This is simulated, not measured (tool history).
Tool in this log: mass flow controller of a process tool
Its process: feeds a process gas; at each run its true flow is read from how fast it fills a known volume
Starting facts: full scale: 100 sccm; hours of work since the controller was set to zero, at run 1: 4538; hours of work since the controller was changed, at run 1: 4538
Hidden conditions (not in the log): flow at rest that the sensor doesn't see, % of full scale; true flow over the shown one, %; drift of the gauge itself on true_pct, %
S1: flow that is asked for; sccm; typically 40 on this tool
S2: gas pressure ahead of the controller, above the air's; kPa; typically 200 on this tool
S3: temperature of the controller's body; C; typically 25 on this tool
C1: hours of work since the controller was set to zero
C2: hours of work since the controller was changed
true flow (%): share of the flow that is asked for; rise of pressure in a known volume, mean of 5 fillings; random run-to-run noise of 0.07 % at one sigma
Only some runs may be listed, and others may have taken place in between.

{"run": 1, "hour": 0.0, "S1": 40, "S2": 200, "S3": 25, "C1": 4538, "C2": 4538, "true flow (%)": 99.6}
{"run": 2, "hour": 176.0, "S1": 40, "S2": 200, "S3": 32, "C1": 4645, "C2": 4645, "true flow (%)": 100.14}
{"run": 3, "hour": 375.9, "S1": 40, "S2": 200, "S3": 32, "C1": 4766, "C2": 4766, "true flow (%)": 100.13}
{"run": 4, "hour": 689.1, "S1": 40, "S2": 200, "S3": 32, "C1": 4956, "C2": 4956, "true flow (%)": 100.16}
{"run": 5, "hour": 880.7, "S1": 40, "S2": 200, "S3": 31, "C1": 5072, "C2": 5072, "true flow (%)": 100.21}
{"run": 6, "hour": 1158.7, "S1": 40, "S2": 200, "S3": 31, "C1": 5241, "C2": 5241, "true flow (%)": 100.22}
{"run": 7, "hour": 1427.3, "S1": 40, "S2": 200, "S3": 31, "C1": 5404, "C2": 5404, "true flow (%)": 100.22}
{"run": 8, "hour": 1758.1, "S1": 40, "S2": 200, "S3": 31, "C1": 5604, "C2": 5604, "true flow (%)": 100.3}
{"run": 9, "hour": 2066.0, "S1": 40, "S2": 200, "S3": 31, "C1": 5791, "C2": 5791, "true flow (%)": 100.25}
{"run": 10, "hour": 2280.9, "S1": 40, "S2": 200, "S3": 25, "C1": 5921, "C2": 5921, "true flow (%)": 99.86}
{"run": 11, "hour": 2603.4, "S1": 40, "S2": 200, "S3": 25, "C1": 6117, "C2": 6117, "true flow (%)": 99.9}
{"run": 12, "hour": 2810.7, "S1": 40, "S2": 199, "S3": 25, "C1": 6243, "C2": 6243, "true flow (%)": 99.75}
{"hour": 2930.9, "done": "controller's zero set anew"}
{"run": 13, "hour": 3162.2, "S1": 40, "S2": 199, "S3": 25, "C1": 140, "C2": 6456, "true flow (%)": 101.57}
{"run": 14, "hour": 3312.8, "S1": 40, "S2": 199, "S3": 25, "C1": 232, "C2": 6547, "true flow (%)": 101.67}
{"run": 15, "hour": 3495.2, "S1": 40, "S2": 200, "S3": 25, "C1": 342, "C2": 6658, "true flow (%)": 101.61}
{"run": 16, "hour": 3690.7, "S1": 66, "S2": 200, "S3": 25, "C1": 461, "C2": 6776, "true flow (%)": 100.02}
{"run": 17, "hour": 3853.9, "S1": 40, "S2": 200, "S3": 25, "C1": 560, "C2": 6875, "true flow (%)": 101.64}
{"hour": 3949.0, "done": "controller's zero set anew, once more"}
{"run": 18, "hour": 4139.3, "S1": 40, "S2": 200, "S3": 25, "C1": 115, "C2": 7048, "true flow (%)": 96.87}
{"run": 19, "hour": 4446.9, "S1": 40, "S2": 200, "S3": 25, "C1": 302, "C2": 7234, "true flow (%)": 96.85}
{"run": 20, "hour": 4594.4, "S1": 40, "S2": 200, "S3": 25, "C1": 391, "C2": 7324, "true flow (%)": 96.82}
{"run": 21, "hour": 4784.6, "S1": 40, "S2": 200, "S3": 25, "C1": 507, "C2": 7439, "true flow (%)": 96.84}
{"run": 22, "hour": 4998.1, "S1": 40, "S2": 200, "S3": 25, "C1": 636, "C2": 7569, "true flow (%)": 96.82}
{"run": 23, "hour": 5221.2, "S1": 40, "S2": 200, "S3": 32, "C1": 772, "C2": 7704, "true flow (%)": 97.36}
{"run": 24, "hour": 5537.4, "S1": 40, "S2": 200, "S3": 32, "C1": 963, "C2": 7896, "true flow (%)": 97.3}
{"run": 25, "hour": 5697.8, "S1": 93, "S2": 200, "S3": 32, "C1": 1061, "C2": 7993, "true flow (%)": 97.63}
{"run": 26, "hour": 6042.3, "S1": 93, "S2": 200, "S3": 32, "C1": 1270, "C2": 8202, "true flow (%)": 97.61}
{"run": 27, "hour": 6190.1, "S1": 93, "S2": 200, "S3": 32, "C1": 1359, "C2": 8292, "true flow (%)": 97.52}
{"run": 28, "hour": 6450.0, "S1": 24, "S2": 249, "S3": 23, "C1": 1517, "C2": 8449, "true flow (%)": 97.26}
{"run": 29, "hour": 6713.4, "S1": 24, "S2": 249, "S3": 23, "C1": 1677, "C2": 8609, "true flow (%)": 97.28}
{"run": 30, "hour": 6897.0, "S1": 20, "S2": 157, "S3": 39, "C1": 1788, "C2": 8720, "true flow (%)": 98.61}
{"run": 31, "hour": 7082.4, "S1": 50, "S2": 273, "S3": 39, "C1": 1900, "C2": 8833, "true flow (%)": 97.98}
{"run": 32, "hour": 7391.9, "S1": 30, "S2": 154, "S3": 27, "C1": 2088, "C2": 9021, "true flow (%)": 97.27}
{"run": 33, "hour": 7567.2, "S1": 70, "S2": 200, "S3": 25, "C1": 2195, "C2": 9127, "true flow (%)": 96.88}
{"run": 34, "hour": 7746.7, "S1": 90, "S2": 144, "S3": 22, "C1": 2303, "C2": 9236, "true flow (%)": 96.71}
{"run": 35, "hour": 8035.7, "S1": 20, "S2": 149, "S3": 39, "C1": 2479, "C2": 9411, "true flow (%)": 99.02}
{"run": 36, "hour": 8192.3, "S1": 13, "S2": 185, "S3": 25, "C1": 2574, "C2": 9506, "true flow (%)": 99.54}
{"run": 37, "hour": 8506.3, "S1": 13, "S2": 185, "S3": 25, "C1": 2764, "C2": 9697, "true flow (%)": 99.5}
{"run": 38, "hour": 8823.9, "S1": 13, "S2": 185, "S3": 25, "C1": 2957, "C2": 9889, "true flow (%)": 99.85}
{"run": 39, "hour": 8975.8, "S1": 15, "S2": 171, "S3": 23, "C1": 3049, "C2": 9981, "true flow (%)": 98.98}
{"run": 40, "hour": 9214.8, "S1": 40, "S2": 200, "S3": 22, "C1": 3194, "C2": 10126, "true flow (%)": 96.91}
{"run": 41, "hour": 9360.2, "S1": 40, "S2": 200, "S3": 22, "C1": 3282, "C2": 10214, "true flow (%)": 96.74}

Estimate the outcome of run 42 from the log above:
{"run": 42, "hour": 9693.0, "S1": 13, "S2": 256, "S3": 25, "C1": 3484, "C2": 10416, "true flow (%)": "?"}

Run 42 produced true flow (%) 100.40.
Without the tool's hidden state the same run would have given true flow (%) 99.11.
